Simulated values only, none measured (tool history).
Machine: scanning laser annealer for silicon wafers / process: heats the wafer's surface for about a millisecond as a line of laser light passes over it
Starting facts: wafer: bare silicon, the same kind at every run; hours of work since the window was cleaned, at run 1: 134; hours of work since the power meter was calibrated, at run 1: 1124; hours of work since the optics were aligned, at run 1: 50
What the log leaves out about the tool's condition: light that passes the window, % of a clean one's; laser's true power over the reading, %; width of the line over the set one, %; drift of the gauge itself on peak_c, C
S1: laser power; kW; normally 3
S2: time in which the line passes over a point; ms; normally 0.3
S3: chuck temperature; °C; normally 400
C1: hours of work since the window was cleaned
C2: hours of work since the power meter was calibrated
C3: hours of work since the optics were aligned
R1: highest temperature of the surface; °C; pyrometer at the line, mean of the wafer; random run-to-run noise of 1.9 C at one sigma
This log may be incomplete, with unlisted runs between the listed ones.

Run 1, hour 0: usual settings; C1 134; C2 1124; C3 50. Result: R1 1130 °C.
Run 2, hour 35.9: usual settings; C1 163; C2 1152; C3 79. Result: R1 1133 °C.
Run 3, hour 57.2: usual settings; C1 180; C2 1169; C3 96. Result: R1 1131 °C.
Run 4, hour 94.9: usual settings but S1 3.106 kW; C1 210; C2 1199; C3 126. Result: R1 1153 °C.
Run 5, hour 115.8: usual settings but S1 3.106 kW; C1 226; C2 1216; C3 142. Result: R1 1156 °C.
Run 6, hour 159.6: usual settings but S1 3.106 kW; C1 261; C2 1250; C3 177. Result: R1 1155 °C.
Run 7, hour 181.6: usual settings; C1 279; C2 1268; C3 195. Result: R1 1128 °C.
Run 8, hour 219.6: usual settings; C1 309; C2 1298; C3 225. Result: R1 1124 °C.
Run 9, hour 266.6: usual settings; C1 346; C2 1335; C3 262. Result: R1 1126 °C.
Run 10, hour 292: usual settings but S3 418 °C; C1 366; C2 1356; C3 282. Result: R1 1139 °C.
Run 11, hour 319.4: usual settings but S3 418 °C; C1 388; C2 1377; C3 304. Result: R1 1139 °C.
Run 12, hour 352.1: usual settings but S3 418 °C; C1 414; C2 1403; C3 330. Result: R1 1140 °C.
Run 13, hour 394.7: usual settings; C1 448; C2 1437; C3 364. Result: R1 1120 °C.
Run 14, hour 414.8: usual settings; C1 464; C2 1453; C3 380. Result: R1 1120 °C.
Run 15, hour 461.7: usual settings but S3 439 °C; C1 501; C2 1490; C3 417. Result: R1 1157 °C.
Run 16, hour 491.6: usual settings but S2 0.308 ms; C1 525; C2 1514; C3 441. Result: R1 1127 °C.
Run 17, hour 525.3: usual settings but S2 0.308 ms; C1 552; C2 1541; C3 468. Result: R1 1128 °C.
Run 18, hour 569.2: usual settings; C1 586; C2 1576; C3 502. Result: R1 1115 °C.
Run 19, hour 597.1: usual settings; C1 609; C2 1598; C3 525. Result: R1 1117 °C.
Run 20, hour 634.5: usual settings but S3 438 °C; C1 638; C2 1628; C3 554. Result: R1 1148 °C.
Run 21, hour 671.2: usual settings but S1 3.187 kW, S2 0.38 ms, S3 438 °C; C1 667; C2 1657; C3 583. Result: R1 1292 °C.
Run 22, hour 720: usual settings but S1 2.778 kW, S3 423 °C; C1 706; C2 1696; C3 622. Result: R1 1077 °C.
Run 23, hour 756: usual settings but S1 2.778 kW, S3 423 °C; C1 735; C2 1724; C3 651. Result: R1 1080 °C.
At hour 772.9: window over the wafer cleaned.
Run 24, hour 802.8: usual settings but S1 2.57 kW, S2 0.276 ms, S3 431 °C; C1 24; C2 1760; C3 686. Result: R1 1027 °C.
Run 25, hour 847.3: usual settings but S1 2.57 kW, S2 0.276 ms, S3 431 °C; C1 59; C2 1795; C3 722. Result: R1 1029 °C.
Run 26, hour 896.8: usual settings but S1 2.613 kW, S2 0.232 ms, S3 424 °C; C1 98; C2 1834; C3 761. Result: R1 979 °C.
Run 27, hour 919.1: usual settings but S3 390 °C; C1 116; C2 1852; C3 779. Result: R1 1116 °C.
Run 28, hour 951.9: usual settings but S1 2.573 kW, S2 0.227 ms, S3 433 °C; C1 142; C2 1878; C3 805. Result: R1 974 °C.
Run 29, hour 978.5: usual settings but S1 2.573 kW, S2 0.227 ms, S3 433 °C; C1 163; C2 1899; C3 826. Result: R1 973 °C.
Run 30, hour 1010.9: usual settings but S2 0.296 ms, S3 434 °C; C1 189; C2 1925; C3 852. Result: R1 1154 °C.
Run 31, hour 1041.7: usual settings but S1 3.112 kW, S2 0.292 ms, S3 391 °C; C1 213; C2 1949; C3 876. Result: R1 1132 °C.
Run 32, hour 1076.4: usual settings but S1 3.226 kW, S3 365 °C; C1 241; C2 1977; C3 904. Result: R1 1147 °C.
Run 33, hour 1104.8: usual settings but S1 3.228 kW, S2 0.22 ms; C1 264; C2 2000; C3 926. Result: R1 1072 °C.
Run 34, hour 1141.5: usual settings but S2 0.225 ms; C1 293; C2 2029; C3 955. Result: R1 1025 °C.
Run 35, hour 1190.6: usual settings but S1 3.074 kW, S2 0.357 ms; C1 332; C2 2068; C3 994. Result: R1 1207 °C.
Run 36, hour 1223.8: usual settings but S1 3.24 kW, S2 0.268 ms, S3 369 °C; C1 358; C2 2094; C3 1021. Result: R1 1109 °C.
Run 37, hour 1261.2: usual settings but S1 3.24 kW, S2 0.268 ms, S3 369 °C; C1 388; C2 2124; C3 1050. Result: R1 1108 °C.
Run 38, hour 1286: usual settings but S1 2.751 kW, S2 0.268 ms, S3 369 °C; C1 408; C2 2144; C3 1070. Result: R1 987 °C.
Run 39, hour 1311.5: usual settings but S1 2.865 kW; C1 428; C2 2164; C3 1090. Result: R1 1083 °C.
Run 40, hour 1333.8: usual settings but S1 2.865 kW; C1 445; C2 2181; C3 1108. Result: R1 1082 °C.

Consider 5 possible next runs. They are alternatives, not a sequence: every one starts from the tool as it was left by run 40. What does each give?
Run A, hour 1358.2: usual settings but S1 2.868 kW, S3 425 °C; C1 465; C2 2201; C3 1127. Result: R1 ?.
Run B, hour 1358.2: usual settings but S1 2.911 kW; C1 465; C2 2201; C3 1127. Result: R1 ?.
Run C, hour 1358.2: usual settings but S1 2.866 kW, S3 398 °C; C1 465; C2 2201; C3 1127. Result: R1 ?.
Run D, hour 1358.2: usual settings but S3 375 °C; C1 465; C2 2201; C3 1127. Result: R1 ?.
Run E, hour 1358.2: usual settings but S1 2.896 kW, S2 0.354 ms, S3 371 °C; C1 465; C2 2201; C3 1127. Result: R1 ?.

run    R1
  A  1107
  B  1094
  C  1079
  D  1094
  E  1120
The same runs, with their run-to-run variation unchanged, on a tool lacking any hidden condition would have given:
run    R1
  A  1132
  B  1120
  C  1104
  D  1121
  E  1148
